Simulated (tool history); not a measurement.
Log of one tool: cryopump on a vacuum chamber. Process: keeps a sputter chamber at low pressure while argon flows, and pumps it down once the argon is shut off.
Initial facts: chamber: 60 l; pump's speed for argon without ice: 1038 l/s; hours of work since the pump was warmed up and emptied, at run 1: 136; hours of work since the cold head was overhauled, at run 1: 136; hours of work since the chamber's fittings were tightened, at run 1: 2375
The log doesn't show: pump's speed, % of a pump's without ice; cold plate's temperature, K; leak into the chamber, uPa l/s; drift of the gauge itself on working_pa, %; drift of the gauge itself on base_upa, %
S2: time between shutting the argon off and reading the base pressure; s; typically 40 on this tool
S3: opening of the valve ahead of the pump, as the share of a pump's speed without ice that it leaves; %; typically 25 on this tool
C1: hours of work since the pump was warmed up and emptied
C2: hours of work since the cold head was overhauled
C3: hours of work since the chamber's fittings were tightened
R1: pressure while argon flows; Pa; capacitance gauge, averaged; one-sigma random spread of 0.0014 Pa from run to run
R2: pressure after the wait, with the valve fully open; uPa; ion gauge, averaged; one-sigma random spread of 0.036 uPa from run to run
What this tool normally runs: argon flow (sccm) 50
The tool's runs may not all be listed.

Run 1, hour 0.0: usual settings; C1 136; C2 136; C3 2375. Result: R1 0.3339 Pa, R2 2.81 uPa.
Run 2, hour 28.2: usual settings; C1 156; C2 156; C3 2396. Result: R1 0.3331 Pa, R2 2.82 uPa.
Run 3, hour 88.9: usual settings but argon flow (sccm) 47; C1 200; C2 200; C3 2439. Result: R1 0.3146 Pa, R2 2.83 uPa.
Run 4, hour 115.2: usual settings but argon flow (sccm) 47; C1 219; C2 219; C3 2458. Result: R1 0.3130 Pa, R2 2.81 uPa.
Run 5, hour 161.0: usual settings but argon flow (sccm) 47; C1 252; C2 252; C3 2491. Result: R1 0.3176 Pa, R2 2.87 uPa.
Run 6, hour 196.5: usual settings but argon flow (sccm) 47; C1 278; C2 278; C3 2517. Result: R1 0.3162 Pa, R2 2.85 uPa.
Run 7, hour 248.0: usual settings; C1 315; C2 315; C3 2554. Result: R1 0.3387 Pa, R2 2.94 uPa.
Run 8, hour 280.6: usual settings but S3 24 %; C1 338; C2 338; C3 2578. Result: R1 0.3524 Pa, R2 2.88 uPa.
Run 9, hour 307.8: usual settings but S2 133 s; C1 358; C2 358; C3 2597. Result: R1 0.3410 Pa, R2 1.72 uPa.
Run 10, hour 338.5: usual settings but S2 103 s; C1 380; C2 380; C3 2620. Result: R1 0.3411 Pa, R2 1.86 uPa.
Run 11, hour 385.2: usual settings; C1 414; C2 414; C3 2653. Result: R1 0.3431 Pa, R2 3.00 uPa.
Run 12, hour 447.3: usual settings; C1 459; C2 459; C3 2698. Result: R1 0.3434 Pa, R2 3.03 uPa.
Run 13, hour 494.1: usual settings but argon flow (sccm) 88, S2 37 s; C1 493; C2 493; C3 2732. Result: R1 0.6113 Pa, R2 3.26 uPa.
Run 14, hour 523.6: usual settings but argon flow (sccm) 88, S2 37 s; C1 514; C2 514; C3 2753. Result: R1 0.6068 Pa, R2 3.20 uPa.
Run 15, hour 586.1: usual settings but argon flow (sccm) 88, S2 37 s; C1 559; C2 559; C3 2798. Result: R1 0.6113 Pa, R2 3.24 uPa.
Run 16, hour 613.3: usual settings but argon flow (sccm) 43, S2 61 s, S3 34 %; C1 579; C2 579; C3 2818. Result: R1 0.2262 Pa, R2 2.56 uPa.
Run 17, hour 656.9: usual settings but argon flow (sccm) 67, S2 110 s; C1 610; C2 610; C3 2849. Result: R1 0.4748 Pa, R2 2.04 uPa.
Run 18, hour 695.1: usual settings but argon flow (sccm) 31, S2 113 s; C1 638; C2 638; C3 2877. Result: R1 0.2188 Pa, R2 2.16 uPa.
Run 19, hour 757.4: usual settings but argon flow (sccm) 40, S2 32 s, S3 35 %; C1 683; C2 683; C3 2922. Result: R1 0.2098 Pa, R2 3.85 uPa.
Run 20, hour 807.9: usual settings but argon flow (sccm) 40, S2 91 s, S3 50 %; C1 719; C2 719; C3 2958. Result: R1 0.1572 Pa, R2 2.30 uPa.
Run 21, hour 857.9: usual settings but argon flow (sccm) 96, S2 196 s, S3 36 %; C1 755; C2 755; C3 2994. Result: R1 0.4977 Pa, R2 1.95 uPa.
Run 22, hour 894.0: usual settings but argon flow (sccm) 60, S2 108 s, S3 26 %; C1 781; C2 781; C3 3020. Result: R1 0.4150 Pa, R2 2.27 uPa.
Run 23, hour 928.6: usual settings but argon flow (sccm) 72, S3 44 %; C1 806; C2 806; C3 3045. Result: R1 0.3199 Pa, R2 3.44 uPa.

5 ways to go on from here, each from the tool as it stands after run 23. What would each give?
Run A, hour 955.3: usual settings but argon flow (sccm) 27, S2 164 s, S3 44 %; C1 825; C2 825; C3 3065. Result: R1 ?, R2 ?.
Run B, hour 955.3: usual settings but argon flow (sccm) 72, S2 60 s, S3 28 %; C1 825; C2 825; C3 3065. Result: R1 ?, R2 ?.
Run C, hour 955.3: usual settings but argon flow (sccm) 60, S2 216 s, S3 32 %; C1 825; C2 825; C3 3065. Result: R1 ?, R2 ?.
Run D, hour 955.3: usual settings but argon flow (sccm) 67, S2 109 s, S3 44 %; C1 825; C2 825; C3 3065. Result: R1 ?, R2 ?.
Run E, hour 955.3: usual settings but argon flow (sccm) 34, S2 25 s, S3 16 %; C1 825; C2 825; C3 3065. Result: R1 ?, R2 ?.

run      R1    R2
  A  0.1199  2.15
  B  0.4749  2.93
  C  0.3474  1.99
  D  0.2952  2.35
  E  0.3712  4.56
Without the tool's unlogged condition, the same runs would have read:
run      R1    R2
  A  0.1000  0.74
  B  0.4213  1.50
  C  0.3031  0.58
  D  0.2458  0.95
  E  0.3460  3.14
